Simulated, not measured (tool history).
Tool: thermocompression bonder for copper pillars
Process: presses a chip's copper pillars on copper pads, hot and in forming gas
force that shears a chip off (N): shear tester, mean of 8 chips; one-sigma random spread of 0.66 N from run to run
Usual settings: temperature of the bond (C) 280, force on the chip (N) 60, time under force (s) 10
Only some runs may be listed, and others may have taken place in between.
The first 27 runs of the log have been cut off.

run   hour  temperature of the bond (C)  force on the chip (N)  time under force (s)  hours of work since the heater was calibrated  hours of work since the force cell was calibrated  hours of work since the gas filter was changed  force that shears a chip off (N)
 28  478.5                          256                     83                    20                                           1248                                                479                                              87                                91
 29    498                          256                     83                    20                                           1263                                                493                                             101                              92.1
 30    510                          292                     66                    28                                           1272                                                502                                             110                               114
 31    524                          280                     83                    10                                           1282                                                513                                             121                              89.5
 32  539.5                          280                     38                    10                                           1294                                                525                                             133                              57.4
 33  554.2                          256                     89                     6                                           1305                                                536                                             144                              60.1
 34  566.3                          253                     86                    18                                           1314                                                545                                             153                                85
 35  587.7                          272                     86                    18                                           1330                                                561                                             169                              99.4
 36  609.4                          257                     60                    21                                           1346                                                577                                             185                              76.7
 37  627.9                          257                     60                    21                                           1360                                                591                                             199                              78.2
 38  648.1                          288                     61                     8                                           1376                                                606                                             214                              72.5
 39  658.8                          266                     42                     8                                           1384                                                614                                             222                              46.1
     667.9  -- heater calibrated with a thermocouple chip
 40  672.4                          259                     40                     6                                              3                                                623                                             231                              31.1
 41  690.9                          277                     89                    12                                             17                                                637                                             245                              82.5

Consider 3 possible next runs. They are alternatives, not a sequence: every one starts from the tool as it was left by run 41. What does each give?
  A  705.9                          280                     60                    18                                             29                                                648                                             256                                 ?
  B  705.9                          307                     60                    14                                             29                                                648                                             256                                 ?
  C  705.9                          274                     82                    12                                             29                                                648                                             256                                 ?

run  force that shears a chip off (N)
  A                                79
  B                              90.4
  C                                77
Without the tool's unlogged condition, the same runs would have read:
run  force that shears a chip off (N)
  A                              87.4
  B                               100
  C                              85.3

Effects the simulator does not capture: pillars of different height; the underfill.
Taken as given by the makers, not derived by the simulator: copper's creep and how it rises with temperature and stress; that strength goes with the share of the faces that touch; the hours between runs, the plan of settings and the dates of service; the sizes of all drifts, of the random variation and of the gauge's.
